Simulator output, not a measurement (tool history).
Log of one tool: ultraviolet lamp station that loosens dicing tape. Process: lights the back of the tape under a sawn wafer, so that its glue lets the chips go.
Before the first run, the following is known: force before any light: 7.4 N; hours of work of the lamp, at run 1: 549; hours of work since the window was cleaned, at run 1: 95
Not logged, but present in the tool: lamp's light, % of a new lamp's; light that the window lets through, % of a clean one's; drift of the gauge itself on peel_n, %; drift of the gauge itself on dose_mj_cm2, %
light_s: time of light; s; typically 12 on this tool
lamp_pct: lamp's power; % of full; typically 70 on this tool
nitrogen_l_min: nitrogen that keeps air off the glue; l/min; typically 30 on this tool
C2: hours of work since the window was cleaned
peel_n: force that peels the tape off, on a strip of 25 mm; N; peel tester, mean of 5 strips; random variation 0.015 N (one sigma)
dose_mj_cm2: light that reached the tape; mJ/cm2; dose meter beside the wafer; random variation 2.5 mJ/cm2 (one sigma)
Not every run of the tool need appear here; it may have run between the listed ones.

Run 1, day 0: usual settings; hours of work of the lamp 549; C2 95. Result: peel_n 0.964 N, dose_mj_cm2 269 mJ/cm2.
Run 2, day 3.475: usual settings; hours of work of the lamp 608; C2 153. Result: peel_n 0.996 N, dose_mj_cm2 266 mJ/cm2.
Run 3, day 7.229: usual settings but nitrogen_l_min 14 l/min; hours of work of the lamp 671; C2 217. Result: peel_n 1.751 N, dose_mj_cm2 256 mJ/cm2.
Run 4, day 10.738: usual settings but lamp_pct 68 % of full; hours of work of the lamp 731; C2 277. Result: peel_n 1.219 N, dose_mj_cm2 242 mJ/cm2.
Run 5, day 13.742: usual settings but lamp_pct 68 % of full, nitrogen_l_min 58 l/min; hours of work of the lamp 782; C2 327. Result: peel_n 0.807 N, dose_mj_cm2 234 mJ/cm2.
At day 17.142: window cleaned of glue's vapour.
Run 6, day 17.442: usual settings but lamp_pct 68 % of full, nitrogen_l_min 58 l/min; hours of work of the lamp 844; C2 5. Result: peel_n 0.989 N, dose_mj_cm2 211 mJ/cm2.
Run 7, day 19.883: usual settings; hours of work of the lamp 885; C2 46. Result: peel_n 1.419 N, dose_mj_cm2 210 mJ/cm2.
Run 8, day 21.642: usual settings; hours of work of the lamp 915; C2 76. Result: peel_n 1.451 N, dose_mj_cm2 209 mJ/cm2.
Run 9, day 25.4: usual settings but nitrogen_l_min 32 l/min; hours of work of the lamp 979; C2 140. Result: peel_n 1.618 N, dose_mj_cm2 199 mJ/cm2.
Run 10, day 28.85: usual settings but nitrogen_l_min 32 l/min; hours of work of the lamp 1037; C2 198. Result: peel_n 1.572 N, dose_mj_cm2 193 mJ/cm2.
Run 11, day 32.879: usual settings but nitrogen_l_min 32 l/min; hours of work of the lamp 1105; C2 267. Result: peel_n 1.678 N, dose_mj_cm2 189 mJ/cm2.
Run 12, day 36.171: usual settings but nitrogen_l_min 32 l/min; hours of work of the lamp 1161; C2 322. Result: peel_n 1.731 N, dose_mj_cm2 184 mJ/cm2.
At day 37.854: window cleaned of glue's vapour, once more.
Run 13, day 37.983: usual settings but light_s 14 s, nitrogen_l_min 32 l/min; hours of work of the lamp 1192; C2 2. Result: peel_n 0.757 N, dose_mj_cm2 298 mJ/cm2.
Run 14, day 40.288: usual settings but light_s 14 s, nitrogen_l_min 32 l/min; hours of work of the lamp 1231; C2 41. Result: peel_n 0.794 N, dose_mj_cm2 291 mJ/cm2.
Run 15, day 44.271: usual settings but nitrogen_l_min 22 l/min; hours of work of the lamp 1298; C2 109. Result: peel_n 1.46 N, dose_mj_cm2 240 mJ/cm2.
Run 16, day 46.462: usual settings but nitrogen_l_min 22 l/min; hours of work of the lamp 1335; C2 146. Result: peel_n 1.535 N, dose_mj_cm2 233 mJ/cm2.
Run 17, day 48.633: usual settings but light_s 14 s, nitrogen_l_min 22 l/min; hours of work of the lamp 1372; C2 183. Result: peel_n 1.181 N, dose_mj_cm2 272 mJ/cm2.
Run 18, day 51.5: usual settings; hours of work of the lamp 1421; C2 231. Result: peel_n 1.322 N, dose_mj_cm2 222 mJ/cm2.
Run 19, day 53.304: usual settings; hours of work of the lamp 1451; C2 262. Result: peel_n 1.365 N, dose_mj_cm2 223 mJ/cm2.
Run 20, day 55.942: usual settings; hours of work of the lamp 1496; C2 306. Result: peel_n 1.392 N, dose_mj_cm2 218 mJ/cm2.
Run 21, day 59.054: usual settings; hours of work of the lamp 1549; C2 359. Result: peel_n 1.49 N, dose_mj_cm2 216 mJ/cm2.
At day 60.425: window cleaned of glue's vapour.
Run 22, day 60.767: usual settings but light_s 11 s, nitrogen_l_min 10 l/min; hours of work of the lamp 1577; C2 6. Result: peel_n 2.618 N, dose_mj_cm2 223 mJ/cm2.
Run 23, day 64.058: usual settings but light_s 11 s, lamp_pct 74 % of full, nitrogen_l_min 13 l/min; hours of work of the lamp 1633; C2 62. Result: peel_n 2.226 N, dose_mj_cm2 226 mJ/cm2.
Run 24, day 65.929: usual settings but light_s 23 s, lamp_pct 62 % of full, nitrogen_l_min 21 l/min; hours of work of the lamp 1665; C2 93. Result: peel_n 0.598 N, dose_mj_cm2 388 mJ/cm2.
Run 25, day 69.929: usual settings but light_s 23 s, lamp_pct 62 % of full, nitrogen_l_min 21 l/min; hours of work of the lamp 1732; C2 161. Result: peel_n 0.656 N, dose_mj_cm2 376 mJ/cm2.
Run 26, day 73.275: usual settings but light_s 7 s, lamp_pct 83 % of full, nitrogen_l_min 40 l/min; hours of work of the lamp 1789; C2 218. Result: peel_n 2.006 N, dose_mj_cm2 149 mJ/cm2.
Run 27, day 75.338: usual settings but light_s 7 s, lamp_pct 83 % of full, nitrogen_l_min 40 l/min; hours of work of the lamp 1824; C2 253. Result: peel_n 2.081 N, dose_mj_cm2 147 mJ/cm2.
Run 28, day 78.212: usual settings but light_s 7 s, lamp_pct 83 % of full, nitrogen_l_min 40 l/min; hours of work of the lamp 1873; C2 301. Result: peel_n 2.1 N, dose_mj_cm2 145 mJ/cm2.
Run 29, day 81.417: usual settings but light_s 7 s, lamp_pct 83 % of full, nitrogen_l_min 40 l/min; hours of work of the lamp 1927; C2 356. Result: peel_n 2.202 N, dose_mj_cm2 139 mJ/cm2.
At day 83.217: lamp changed.
At day 83.238: window cleaned of glue's vapour.
Run 30, day 83.933: usual settings but light_s 7 s, lamp_pct 83 % of full, nitrogen_l_min 40 l/min; hours of work of the lamp 12; C2 12. Result: peel_n 1.212 N, dose_mj_cm2 206 mJ/cm2.
Run 31, day 85.817: usual settings but light_s 19 s, lamp_pct 91 % of full; hours of work of the lamp 44; C2 44. Result: peel_n 0.133 N, dose_mj_cm2 619 mJ/cm2.
Run 32, day 88.829: usual settings but lamp_pct 76 % of full; hours of work of the lamp 95; C2 95. Result: peel_n 0.683 N, dose_mj_cm2 323 mJ/cm2.
Run 33, day 92.062: usual settings but light_s 8 s, lamp_pct 76 % of full, nitrogen_l_min 25 l/min; hours of work of the lamp 150; C2 150. Result: peel_n 1.763 N, dose_mj_cm2 205 mJ/cm2.
Run 34, day 94.7: usual settings but lamp_pct 82 % of full; hours of work of the lamp 194; C2 194. Result: peel_n 0.637 N, dose_mj_cm2 329 mJ/cm2.
Run 35, day 96.562: usual settings but lamp_pct 82 % of full; hours of work of the lamp 226; C2 226. Result: peel_n 0.655 N, dose_mj_cm2 325 mJ/cm2.
Run 36, day 100.646: usual settings but lamp_pct 82 % of full; hours of work of the lamp 295; C2 295. Result: peel_n 0.698 N, dose_mj_cm2 315 mJ/cm2.
Run 37, day 102.492: usual settings but lamp_pct 84 % of full; hours of work of the lamp 326; C2 326. Result: peel_n 0.715 N, dose_mj_cm2 317 mJ/cm2.
Run 38, day 104.171: usual settings but lamp_pct 84 % of full; hours of work of the lamp 355; C2 355. Result: peel_n 0.682 N, dose_mj_cm2 314 mJ/cm2.
At day 105.762: window cleaned of glue's vapour.
Run 39, day 106.158: usual settings but light_s 14 s, lamp_pct 72 % of full; hours of work of the lamp 388; C2 7. Result: peel_n 0.552 N, dose_mj_cm2 344 mJ/cm2.
Run 40, day 108.067: usual settings but light_s 16 s, lamp_pct 72 % of full, nitrogen_l_min 22 l/min; hours of work of the lamp 420; C2 39. Result: peel_n 0.592 N, dose_mj_cm2 388 mJ/cm2.
Run 41, day 111.071: usual settings but light_s 16 s, lamp_pct 72 % of full, nitrogen_l_min 22 l/min; hours of work of the lamp 471; C2 90. Result: peel_n 0.615 N, dose_mj_cm2 386 mJ/cm2.
Run 42, day 113.779: usual settings but light_s 16 s, lamp_pct 72 % of full, nitrogen_l_min 22 l/min; hours of work of the lamp 517; C2 136. Result: peel_n 0.634 N, dose_mj_cm2 374 mJ/cm2.

A few steps of peel_n between consecutive runs. Split each: what settings, incoming material and random variation would produce without the hidden state, and what is left over for the hidden state, along with gauge scatter present in only one of the two compared results (measured, and without hidden state):
Run 12 -> 13: light_s 12 -> 14, window cleaned of glue's vapour, once more. peel_n -0.974 N: hidden state -0.77, all else -0.204.
Run 21 -> 22: light_s 12 -> 11, nitrogen_l_min 30 -> 10, window cleaned of glue's vapour. peel_n +1.128 N: hidden state -0.059, all else +1.187.
Run 23 -> 24: light_s 11 -> 23, lamp_pct 74 -> 62, nitrogen_l_min 13 -> 21. peel_n -1.628 N: hidden state -0.403, all else -1.225.
Run 25 -> 26: light_s 23 -> 7, lamp_pct 62 -> 83, nitrogen_l_min 21 -> 40. peel_n +1.35 N: hidden state +0.465, all else +0.885.
Run 29 -> 30: lamp changed, window cleaned of glue's vapour. peel_n -0.99 N: hidden state -0.986, all else -0.004.
